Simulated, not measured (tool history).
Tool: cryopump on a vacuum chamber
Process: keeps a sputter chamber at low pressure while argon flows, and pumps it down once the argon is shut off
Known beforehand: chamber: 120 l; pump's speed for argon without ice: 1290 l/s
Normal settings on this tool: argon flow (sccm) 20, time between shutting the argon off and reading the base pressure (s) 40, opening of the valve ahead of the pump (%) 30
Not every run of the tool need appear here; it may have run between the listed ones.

run    hour  argon flow (sccm)  time between shutting the argon off and reading the base pressure (s)  opening of the valve ahead of the pump (%)  pressure while argon flows (Pa)  pressure after the wait (uPa)
  1       0                 20                                                                     40                                          30                           0.0929                           3.53
  2    53.4                 20                                                                     40                                          30                           0.0915                           3.58
  3   124.7                 20                                                                     40                                          30                           0.0923                           3.62
  4   207.1                 20                                                                     40                                          30                           0.0936                           3.63
  5   291.9                 20                                                                     40                                          30                           0.0944                           3.77
  6   346.7                 16                                                                     40                                          30                           0.0757                           3.93
  7   433.9                 16                                                                     40                                          30                           0.0755                           4.02
      471.9  -- pump warmed up, emptied and cooled again
  8   538.7                 16                                                                     40                                          30                           0.0702                            3.8
  9   621.3                 16                                                                    200                                          30                           0.0706                            1.7
 10   694.9                 16                                                                    200                                          30                           0.0707                           1.78
 11   755.7                 21                                                                    225                                          23                            0.121                           1.78
 12     801                 15                                                                    131                                          58                           0.0351                           2.14
 13   853.6                 23                                                                    206                                          27                           0.1133                           1.89
 14   915.4                 13                                                                     40                                          57                           0.0313                           4.14
 15   992.4                 37                                                                     56                                          27                           0.1842                           3.45
 16  1044.8                 26                                                                     26                                          30                           0.1167                           5.83
 17    1129                 26                                                                    104                                          30                           0.1177                           2.64
 18  1225.5                 26                                                                    104                                          30                           0.1172                           2.75
 19  1293.2                  9                                                                     62                                          24                           0.0518                           3.56
 20    1373                 37                                                                     25                                          16                           0.3102                           6.09

5 ways to go on from here, each from the tool as it stands after run 20. What would each give?
  A  1431.4                 17                                                                     89                                          20                                ?                              ?
  B  1431.4                 12                                                                     25                                          24                                ?                              ?
  C  1431.4                 12                                                                     72                                          43                                ?                              ?
  D  1431.4                 37                                                                     25                                          30                                ?                              ?
  E  1431.4                 37                                                                     25                                          29                                ?                              ?

run  pressure while argon flows (Pa)  pressure after the wait (uPa)
  A                           0.1144                           3.15
  B                           0.0679                            6.2
  C                           0.0395                            3.4
  D                           0.1686                           6.11
  E                           0.1745                            6.4
Had the tool no hidden state, the same runs would have come out as:
run  pressure while argon flows (Pa)  pressure after the wait (uPa)
  A                           0.1109                           1.45
  B                           0.0654                           4.51
  C                            0.037                           1.71
  D                           0.1609                           4.46
  E                           0.1669                           4.66
